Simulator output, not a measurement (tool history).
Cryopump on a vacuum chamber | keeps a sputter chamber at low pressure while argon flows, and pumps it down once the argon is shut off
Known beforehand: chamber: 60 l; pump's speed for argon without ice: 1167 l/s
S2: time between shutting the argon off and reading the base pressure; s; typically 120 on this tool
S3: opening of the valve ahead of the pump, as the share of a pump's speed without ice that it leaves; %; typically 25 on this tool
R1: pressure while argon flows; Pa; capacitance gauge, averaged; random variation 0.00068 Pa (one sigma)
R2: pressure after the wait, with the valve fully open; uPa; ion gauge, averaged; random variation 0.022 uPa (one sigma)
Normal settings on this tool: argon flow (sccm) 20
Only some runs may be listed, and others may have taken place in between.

run 1 day=0.000 | argon_flow_(sccm)=20 S2=120 S3=25 | R1=0.1208 R2=2.76
run 2 day=0.754 | argon_flow_(sccm)=13 S2=120 S3=25 | R1=0.0797 R2=2.77
run 3 day=1.708 | argon_flow_(sccm)=13 S2=120 S3=25 | R1=0.0803 R2=2.88
run 4 day=2.192 | argon_flow_(sccm)=13 S2=120 S3=25 | R1=0.0802 R2=2.88
run 5 day=3.021 | argon_flow_(sccm)=20 S2=120 S3=25 | R1=0.1217 R2=3.04
run 6 day=3.558 | argon_flow_(sccm)=20 S2=120 S3=16 | R1=0.1877 R2=3.17
run 7 day=4.362 | argon_flow_(sccm)=20 S2=120 S3=16 | R1=0.1895 R2=3.21
run 8 day=4.800 | argon_flow_(sccm)=20 S2=120 S3=16 | R1=0.1893 R2=3.16
run 9 day=5.800 | argon_flow_(sccm)=20 S2=120 S3=16 | R1=0.1899 R2=3.24
run 10 day=6.704 | argon_flow_(sccm)=20 S2=120 S3=16 | R1=0.1904 R2=3.26
run 11 day=7.421 | argon_flow_(sccm)=20 S2=120 S3=16 | R1=0.1906 R2=3.48
run 12 day=8.375 | argon_flow_(sccm)=20 S2=120 S3=16 | R1=0.1918 R2=3.56
run 13 day=9.196 | argon_flow_(sccm)=20 S2=120 S3=25 | R1=0.1273 R2=3.67
run 14 day=9.717 | argon_flow_(sccm)=20 S2=120 S3=25 | R1=0.1276 R2=3.71
run 15 day=10.346 | argon_flow_(sccm)=20 S2=94 S3=25 | R1=0.1285 R2=3.73
run 16 day=11.283 | argon_flow_(sccm)=10 S2=33 S3=36 | R1=0.0475 R2=4.69
-- day=11.679 pump warmed up, emptied and cooled again
run 17 day=12.150 | argon_flow_(sccm)=17 S2=56 S3=36 | R1=0.0689 R2=3.10
run 18 day=12.938 | argon_flow_(sccm)=17 S2=50 S3=36 | R1=0.0697 R2=3.27
run 19 day=13.346 | argon_flow_(sccm)=17 S2=50 S3=54 | R1=0.0468 R2=3.25
run 20 day=14.179 | argon_flow_(sccm)=26 S2=125 S3=32 | R1=0.1205 R2=2.99
run 21 day=15.171 | argon_flow_(sccm)=20 S2=71 S3=24 | R1=0.1231 R2=3.22
-- day=15.575 leaking fittings of the chamber tightened, without venting
run 22 day=15.688 | argon_flow_(sccm)=20 S2=71 S3=24 | R1=0.1225 R2=0.81
run 23 day=16.396 | argon_flow_(sccm)=17 S2=120 S3=40 | R1=0.0638 R2=0.61
run 24 day=17.083 | argon_flow_(sccm)=14 S2=120 S3=15 | R1=0.1375 R2=0.66
run 25 day=17.908 | argon_flow_(sccm)=11 S2=25 S3=34 | R1=0.0482 R2=1.79
run 26 day=18.662 | argon_flow_(sccm)=11 S2=25 S3=56 | R1=0.0306 R2=1.85
run 27 day=19.071 | argon_flow_(sccm)=11 S2=25 S3=56 | R1=0.0316 R2=1.89
run 28 day=19.854 | argon_flow_(sccm)=11 S2=174 S3=27 | R1=0.0619 R2=0.70
run 29 day=20.504 | argon_flow_(sccm)=26 S2=23 S3=27 | R1=0.1459 R2=1.97

Same runs, no hidden state in the tool, same run-to-run variation:
The tool's hidden condition here consists of: pump's speed, % of a pump's without ice; cold plate's temperature, K; leak into the chamber, uPa l/s; drift of the gauge itself on working_pa, %; drift of the gauge itself on base_upa, %.
run=1 R1=0.1157 R2=0.55
run=2 R1=0.0760 R2=0.52
run=3 R1=0.0763 R2=0.55
run=4 R1=0.0759 R2=0.52
run=5 R1=0.1148 R2=0.56
run=6 R1=0.1803 R2=0.59
run=7 R1=0.1816 R2=0.57
run=8 R1=0.1811 R2=0.52
run=9 R1=0.1810 R2=0.54
run=10 R1=0.1809 R2=0.54
run=11 R1=0.1806 R2=0.58
run=12 R1=0.1810 R2=0.58
run=13 R1=0.1158 R2=0.58
run=14 R1=0.1157 R2=0.60
run=15 R1=0.1161 R2=0.64
run=16 R1=0.0408 R2=1.39
run=17 R1=0.0683 R2=0.88
run=18 R1=0.0687 R2=0.97
run=19 R1=0.0457 R2=0.97
run=20 R1=0.1183 R2=0.59
run=21 R1=0.1210 R2=0.74
run=22 R1=0.1201 R2=0.77
run=23 R1=0.0615 R2=0.54
run=24 R1=0.1354 R2=0.56
run=25 R1=0.0463 R2=1.67
run=26 R1=0.0284 R2=1.69
run=27 R1=0.0294 R2=1.71
run=28 R1=0.0594 R2=0.50
run=29 R1=0.1395 R2=1.75
